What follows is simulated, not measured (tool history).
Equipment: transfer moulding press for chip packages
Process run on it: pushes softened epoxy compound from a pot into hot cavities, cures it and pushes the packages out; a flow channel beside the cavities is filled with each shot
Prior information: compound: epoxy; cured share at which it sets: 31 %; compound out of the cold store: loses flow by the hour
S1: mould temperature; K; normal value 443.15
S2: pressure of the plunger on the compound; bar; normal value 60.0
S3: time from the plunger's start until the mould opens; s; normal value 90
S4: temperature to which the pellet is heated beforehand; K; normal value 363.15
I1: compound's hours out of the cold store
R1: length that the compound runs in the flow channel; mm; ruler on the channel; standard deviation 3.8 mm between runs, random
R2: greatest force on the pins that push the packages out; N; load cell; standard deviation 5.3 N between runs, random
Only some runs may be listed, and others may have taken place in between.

run	hour	S1	S2	S3	S4	I1	R1	R2
1	0.0	443.15	60.0	90	363.15	17.1	948	271
2	26.2	443.15	60.0	90	363.15	12.2	953	299
# hour 49.4: cavities cleaned with cleaning compound and waxed
3	50.5	443.15	60.0	90	363.15	48.0	841	209
4	79.6	443.15	60.0	90	363.15	21.5	915	255
5	124.4	443.15	60.0	90	363.15	45.9	830	283
# hour 139.3: plunger's sealing rings changed
# hour 140.8: cavities cleaned with cleaning compound and waxed
6	170.9	443.15	60.0	90	363.15	21.0	960	258
7	224.2	443.15	60.0	78	363.15	11.6	983	409
# hour 228.4: cavities cleaned with cleaning compound and waxed
8	250.4	443.15	60.0	90	363.15	29.2	916	246
9	295.5	443.15	60.0	90	363.15	42.2	872	266
# hour 316.2: cavities cleaned with cleaning compound and waxed
10	335.2	443.15	60.0	90	363.15	16.0	951	243
11	376.1	443.15	60.0	90	363.15	47.9	840	257
# hour 404.0: cavities cleaned with cleaning compound and waxed
12	424.3	443.15	60.0	90	363.15	46.1	839	234
13	474.8	443.15	60.0	90	357.15	45.7	833	266
# hour 491.4: plunger's sealing rings changed
# hour 497.7: cavities cleaned with cleaning compound and waxed
14	505.9	443.15	60.0	90	357.15	26.6	943	232
15	534.5	436.15	45.3	122	370.15	18.6	854	233
16	577.2	443.15	60.0	90	365.15	33.7	910	275
# hour 586.6: cavities cleaned with cleaning compound and waxed
17	614.0	443.15	60.0	90	365.15	8.0	991	241
18	659.8	441.15	67.0	90	363.15	11.1	1035	321
# hour 675.1: cavities cleaned with cleaning compound and waxed
19	703.5	443.15	57.5	85	363.15	39.8	847	265
20	731.2	443.15	57.5	85	363.15	18.7	915	296
# hour 763.8: cavities cleaned with cleaning compound and waxed
21	770.5	443.15	57.5	85	363.15	41.3	836	234
22	806.8	450.15	56.5	90	363.15	21.6	871	202

What does the tool deliver on the next run?
23	835.9	441.15	59.1	88	354.15	37.9	?	?

R1: 857 mm
R2: 314 N
With no hidden state in the tool, this same run would have given R1 914 mm, R2 264 N.

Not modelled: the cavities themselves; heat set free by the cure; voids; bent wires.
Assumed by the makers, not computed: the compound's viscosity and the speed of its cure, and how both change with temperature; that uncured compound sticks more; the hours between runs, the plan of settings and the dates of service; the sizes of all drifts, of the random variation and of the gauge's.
